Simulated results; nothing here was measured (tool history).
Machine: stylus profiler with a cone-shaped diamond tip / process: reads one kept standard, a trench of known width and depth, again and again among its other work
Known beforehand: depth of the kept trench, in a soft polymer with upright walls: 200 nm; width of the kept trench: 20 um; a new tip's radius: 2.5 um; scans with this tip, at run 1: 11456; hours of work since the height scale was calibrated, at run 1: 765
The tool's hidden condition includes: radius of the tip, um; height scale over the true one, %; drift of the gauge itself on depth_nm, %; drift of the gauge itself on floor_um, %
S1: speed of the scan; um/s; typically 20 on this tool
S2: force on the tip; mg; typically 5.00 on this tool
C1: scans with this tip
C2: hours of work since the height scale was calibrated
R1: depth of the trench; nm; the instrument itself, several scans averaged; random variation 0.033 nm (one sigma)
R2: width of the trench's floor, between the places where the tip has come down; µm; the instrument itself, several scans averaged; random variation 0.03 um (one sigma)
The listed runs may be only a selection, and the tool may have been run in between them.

run,hour,S1,S2,C1,C2,R1,R2
1,0.0,20,5.00,11456,765,204.62,17.93
2,63.1,23,5.00,12171,813,204.66,17.88
# hour 111.4: new tip fitted, height scale calibrated
3,145.6,23,5.00,387,26,204.61,17.91
4,220.1,23,5.00,1232,82,204.72,17.99
5,297.9,20,6.17,2114,141,205.38,17.97
6,369.7,20,6.17,2927,196,205.36,17.96
7,434.7,20,5.00,3664,245,204.71,17.92
8,468.8,20,5.00,4051,271,204.69,17.95
9,520.0,20,8.59,4631,309,206.68,17.95
10,553.0,20,8.59,5005,334,206.78,18.01
11,613.2,20,5.00,5688,380,204.65,17.99
12,656.2,20,5.00,6175,412,204.67,17.94
13,727.0,20,5.24,6977,466,204.79,17.97
14,792.6,20,5.00,7721,516,204.72,17.98
15,846.1,20,5.00,8328,556,204.72,17.92
16,925.6,20,5.00,9228,616,204.66,17.94
17,998.9,20,5.00,10059,672,204.66,17.90
18,1033.8,20,5.00,10454,698,204.65,17.96
19,1066.1,20,5.00,10821,723,204.68,17.98
20,1118.6,12,5.00,11416,763,204.69,17.93
21,1165.9,20,5.00,11952,798,204.69,18.01
# hour 1236.0: new tip fitted, height scale calibrated
22,1236.0,20,5.00,0,0,204.70,17.93
23,1309.9,20,5.00,838,56,204.68,17.96
24,1357.9,20,5.00,1382,92,204.64,17.97
25,1402.2,64,8.56,1885,126,206.70,17.85
26,1444.6,64,4.18,2365,158,204.09,17.74
27,1495.8,64,4.18,2945,197,204.09,17.78
28,1560.6,64,4.18,3680,246,204.16,17.72
29,1638.4,64,5.16,4562,305,204.81,17.80
30,1704.0,13,10.50,5305,354,207.68,18.02
31,1751.3,69,4.86,5842,390,204.55,17.80
32,1815.7,6,5.00,6571,439,204.65,18.03
33,1881.2,59,9.57,7314,489,207.22,17.89
34,1948.7,59,9.57,8078,540,207.26,17.86
35,1996.2,59,9.57,8617,576,207.25,17.87
36,2062.9,8,13.78,9372,626,209.19,18.02
37,2139.3,35,5.46,10239,684,204.91,17.91
38,2197.7,32,1.92,10900,728,202.47,17.89
39,2275.8,38,3.06,11787,787,203.46,17.84
40,2342.3,23,7.69,12540,838,206.25,17.94
# hour 2358.9: new tip fitted, height scale calibrated
41,2424.5,47,7.69,744,50,206.24,17.95
42,2505.4,22,4.82,1661,111,204.54,17.90
43,2581.0,59,2.52,2517,168,202.97,17.73
44,2620.5,59,2.52,2966,198,203.04,17.69
45,2682.3,7,2.52,3665,245,202.94,17.97
46,2720.3,7,2.52,4096,274,202.89,17.98
47,2756.1,12,11.36,4502,301,208.09,17.99

Entry by entry between the runs, the difference in hidden state between the last listed run before and the first listed run after:
From run 2 to run 3: new tip fitted, height scale calibrated (hour 111.4)
  radius of the tip, um: 2.53 -> 2.5; height scale over the true one, %: 0.005 -> 0
From run 21 to run 22: new tip fitted, height scale calibrated (hour 1236.0)
  radius of the tip, um: 2.54 -> 2.5; height scale over the true one, %: 0.004 -> 0
From run 40 to run 41: new tip fitted, height scale calibrated (hour 2358.9)
  radius of the tip, um: 2.54 -> 2.5; height scale over the true one, %: 0.005 -> 0

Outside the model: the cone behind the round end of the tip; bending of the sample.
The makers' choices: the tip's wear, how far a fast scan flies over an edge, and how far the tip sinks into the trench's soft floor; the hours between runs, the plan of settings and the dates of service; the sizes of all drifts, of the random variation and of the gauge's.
